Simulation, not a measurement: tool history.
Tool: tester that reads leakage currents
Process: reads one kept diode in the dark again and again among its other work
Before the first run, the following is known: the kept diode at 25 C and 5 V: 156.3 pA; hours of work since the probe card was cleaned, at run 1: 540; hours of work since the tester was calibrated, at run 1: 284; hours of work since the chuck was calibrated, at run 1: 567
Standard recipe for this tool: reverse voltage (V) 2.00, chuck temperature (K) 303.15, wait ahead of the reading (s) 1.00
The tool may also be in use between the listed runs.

run    hour  reverse voltage (V)  chuck temperature (K)  wait ahead of the reading (s)  hours of work since the probe card was cleaned  hours of work since the tester was calibrated  hours of work since the chuck was calibrated  current that the tester gives (pA)
  1     0.0                 2.00                 303.15                           1.00                                             540                                            284                                           567                              176.95
  2    37.4                 2.00                 303.15                           1.00                                             558                                            302                                           584                              176.73
  3    71.6                 2.00                 303.15                           1.00                                             574                                            318                                           600                              177.10
  4   109.2                 2.00                 303.15                           1.00                                             591                                            335                                           618                              176.09
  5   129.3                 2.00                 303.15                           1.00                                             601                                            345                                           627                              176.96
  6   154.4                 2.00                 303.15                           1.00                                             613                                            357                                           639                              175.78
  7   173.9                 2.00                 303.15                           1.00                                             622                                            366                                           648                              176.66
  8   204.6                 2.00                 303.15                           1.00                                             636                                            380                                           663                              177.89
  9   235.2                 2.00                 303.15                           1.00                                             651                                            395                                           677                              177.35
 10   251.0                12.13                 303.15                           1.00                                             658                                            402                                           685                              316.78
 11   271.3                12.13                 303.15                           1.00                                             668                                            412                                           694                              316.45
 12   308.5                 2.00                 314.15                           1.00                                             685                                            429                                           712                              423.28
 13   341.9                 2.00                 314.15                           1.00                                             701                                            445                                           727                              422.06
 14   359.9                 2.00                 314.15                           1.00                                             709                                            453                                           736                              424.79
 15   386.2                 2.00                 314.15                           1.00                                             722                                            466                                           748                              423.05
 16   407.7                 2.00                 303.15                           1.00                                             732                                            476                                           758                              177.13
 17   434.0                 2.00                 303.15                           1.00                                             744                                            488                                           771                              177.26
 18   457.5                 2.00                 303.15                           1.00                                             755                                            499                                           782                              177.05
 19   475.2                 2.00                 303.15                           1.00                                             763                                            507                                           790                              176.36
 20   503.6                 1.15                 303.15                           1.00                                             777                                            521                                           803                              147.83
 21   521.0                 2.00                 303.15                           1.00                                             785                                            529                                           812                              176.51
 22   539.1                 2.59                 294.15                           6.40                                             793                                            537                                           820                               89.86
 23   572.5                 4.74                 303.15                           1.00                                             809                                            553                                           836                              234.48
 24   603.6                 4.74                 303.15                           1.00                                             824                                            568                                           850                              235.42
 25   639.0                 4.74                 303.15                           1.00                                             840                                            584                                           867                              232.43
 26   664.6                 4.74                 303.15                           1.00                                             852                                            596                                           879                              234.24
 27   693.2                 5.96                 301.15                           0.38                                             866                                            610                                           892                              214.02
 28   725.6                 6.02                 303.15                           2.79                                             881                                            625                                           908                              252.58
 29   759.8                 1.60                 326.15                           4.24                                             897                                            641                                           924                              950.33
 30   792.3                 1.60                 326.15                           4.24                                             912                                            656                                           939                              948.56
 31   820.2                 2.00                 302.15                           8.06                                             925                                            669                                           952                              162.33
 32   845.9                 7.54                 305.15                           1.00                                             938                                            682                                           964                              319.48
 33   870.8                 2.00                 303.15                           2.03                                             949                                            693                                           976                              176.60
 34   890.8                 4.05                 299.15                           1.16                                             959                                            703                                           985                              159.44
 35   920.2                 4.05                 312.15                           0.36                                             972                                            716                                           999                              454.77
 36   952.3                16.43                 324.15                           0.39                                             988                                            732                                          1014                             1733.09
 37   980.8                16.43                 324.15                           0.39                                            1001                                            745                                          1028                             1740.74
 38   997.2                17.29                 327.15                           9.74                                            1009                                            753                                          1035                             2193.14
 39  1027.6                 3.58                 327.15                           1.00                                            1023                                            767                                          1050                             1318.69

Alternative continuations, all from the tool just after run 39; predict every row:
  A  1056.9                 4.24                 298.15                           1.03                                            1037                                            781                                          1063                                   ?
  B  1056.9                 3.69                 297.15                           4.32                                            1037                                            781                                          1063                                   ?
  C  1056.9                 1.60                 301.15                           1.00                                            1037                                            781                                          1063                                   ?
  D  1056.9                 5.30                 308.15                           0.68                                            1037                                            781                                          1063                                   ?

run  current that the tester gives (pA)
  A                              148.50
  B                              130.40
  C                              139.70
  D                              362.32
With the hidden condition removed and each run's random variation left untouched, the same runs would have given:
run  current that the tester gives (pA)
  A                              148.65
  B                              130.54
  C                              139.90
  D                              362.79

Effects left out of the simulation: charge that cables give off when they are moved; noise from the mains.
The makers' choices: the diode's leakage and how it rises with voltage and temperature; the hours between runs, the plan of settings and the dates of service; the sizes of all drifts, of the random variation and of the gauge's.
